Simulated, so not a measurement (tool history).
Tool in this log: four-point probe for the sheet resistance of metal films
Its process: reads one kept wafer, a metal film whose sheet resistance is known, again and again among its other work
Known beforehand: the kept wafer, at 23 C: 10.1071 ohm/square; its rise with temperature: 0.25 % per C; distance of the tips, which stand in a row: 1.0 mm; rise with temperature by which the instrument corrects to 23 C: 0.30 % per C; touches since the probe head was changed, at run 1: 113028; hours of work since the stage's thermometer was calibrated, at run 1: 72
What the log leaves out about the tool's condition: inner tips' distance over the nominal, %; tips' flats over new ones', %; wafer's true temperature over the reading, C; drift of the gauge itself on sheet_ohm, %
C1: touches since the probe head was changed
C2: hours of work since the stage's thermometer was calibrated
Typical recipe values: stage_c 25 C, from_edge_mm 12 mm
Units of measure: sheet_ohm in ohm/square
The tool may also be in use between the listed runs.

run 1 hour=0 | stage_c=25 from_edge_mm=12 | C1=113028 C2=72 | sheet_ohm=10.041663
run 2 hour=10.3 | stage_c=25 from_edge_mm=5 | C1=113592 C2=79 | sheet_ohm=10.212969
run 3 hour=23.9 | stage_c=25 from_edge_mm=5 | C1=114332 C2=87 | sheet_ohm=10.214685
run 4 hour=37.4 | stage_c=25 from_edge_mm=5 | C1=115069 C2=96 | sheet_ohm=10.214001
run 5 hour=51.9 | stage_c=25 from_edge_mm=5 | C1=115864 C2=105 | sheet_ohm=10.215311
run 6 hour=62.6 | stage_c=25 from_edge_mm=12 | C1=116446 C2=112 | sheet_ohm=10.038853
run 7 hour=72.6 | stage_c=25 from_edge_mm=7 | C1=116997 C2=118 | sheet_ohm=10.106597
run 8 hour=88.1 | stage_c=25 from_edge_mm=7 | C1=117840 C2=128 | sheet_ohm=10.111029
run 9 hour=94.7 | stage_c=25 from_edge_mm=7 | C1=118201 C2=132 | sheet_ohm=10.104805
-- hour=96.2 stage's thermometer calibrated
run 10 hour=101.9 | stage_c=25 from_edge_mm=7 | C1=118571 C2=4 | sheet_ohm=10.107203
-- hour=109.5 new probe head fitted
run 11 hour=119.1 | stage_c=25 from_edge_mm=7 | C1=521 C2=14 | sheet_ohm=10.2162
-- hour=124.5 stage's thermometer calibrated, once more
run 12 hour=133.5 | stage_c=26 from_edge_mm=7 | C1=1281 C2=6 | sheet_ohm=10.21927
run 13 hour=143.6 | stage_c=26 from_edge_mm=7 | C1=1832 C2=12 | sheet_ohm=10.218766
run 14 hour=153.6 | stage_c=26 from_edge_mm=7 | C1=2378 C2=18 | sheet_ohm=10.217174
run 15 hour=162.4 | stage_c=32 from_edge_mm=10 | C1=2862 C2=24 | sheet_ohm=10.136931
run 16 hour=175.4 | stage_c=27 from_edge_mm=3 | C1=3571 C2=32 | sheet_ohm=10.670072
run 17 hour=188.2 | stage_c=19 from_edge_mm=13 | C1=4271 C2=40 | sheet_ohm=10.166547
run 18 hour=199.4 | stage_c=21 from_edge_mm=6 | C1=4880 C2=47 | sheet_ohm=10.275148
run 19 hour=209.9 | stage_c=21 from_edge_mm=6 | C1=5454 C2=54 | sheet_ohm=10.271607
run 20 hour=224.7 | stage_c=21 from_edge_mm=6 | C1=6266 C2=63 | sheet_ohm=10.272545
run 21 hour=240.3 | stage_c=22 from_edge_mm=45 | C1=7118 C2=73 | sheet_ohm=10.119873
run 22 hour=247.7 | stage_c=22 from_edge_mm=45 | C1=7521 C2=78 | sheet_ohm=10.120529
run 23 hour=261.8 | stage_c=18 from_edge_mm=10 | C1=8293 C2=87 | sheet_ohm=10.18972
run 24 hour=275 | stage_c=18 from_edge_mm=10 | C1=9011 C2=95 | sheet_ohm=10.187106
run 25 hour=287.6 | stage_c=35 from_edge_mm=6 | C1=9701 C2=103 | sheet_ohm=10.208621
run 26 hour=296.9 | stage_c=25 from_edge_mm=17 | C1=10207 C2=109 | sheet_ohm=10.120712
run 27 hour=312.1 | stage_c=25 from_edge_mm=17 | C1=11037 C2=119 | sheet_ohm=10.119434
run 28 hour=320.9 | stage_c=25 from_edge_mm=17 | C1=11522 C2=124 | sheet_ohm=10.123136

Each row is a separate what-if for the run after 28, all from the same tool condition, not one after another. Results?
run A hour=329.2 | stage_c=19 from_edge_mm=69 | C1=11974 C2=129 | sheet_ohm=?
run B hour=329.2 | stage_c=24 from_edge_mm=5 | C1=11974 C2=129 | sheet_ohm=?
run C hour=329.2 | stage_c=23 from_edge_mm=3 | C1=11974 C2=129 | sheet_ohm=?

run=A sheet_ohm=10.126919
run=B sheet_ohm=10.321212
run=C sheet_ohm=10.677816
Without the tool's hidden state the same runs would have given:
run=A sheet_ohm=10.124732
run=B sheet_ohm=10.318979
run=C sheet_ohm=10.675517

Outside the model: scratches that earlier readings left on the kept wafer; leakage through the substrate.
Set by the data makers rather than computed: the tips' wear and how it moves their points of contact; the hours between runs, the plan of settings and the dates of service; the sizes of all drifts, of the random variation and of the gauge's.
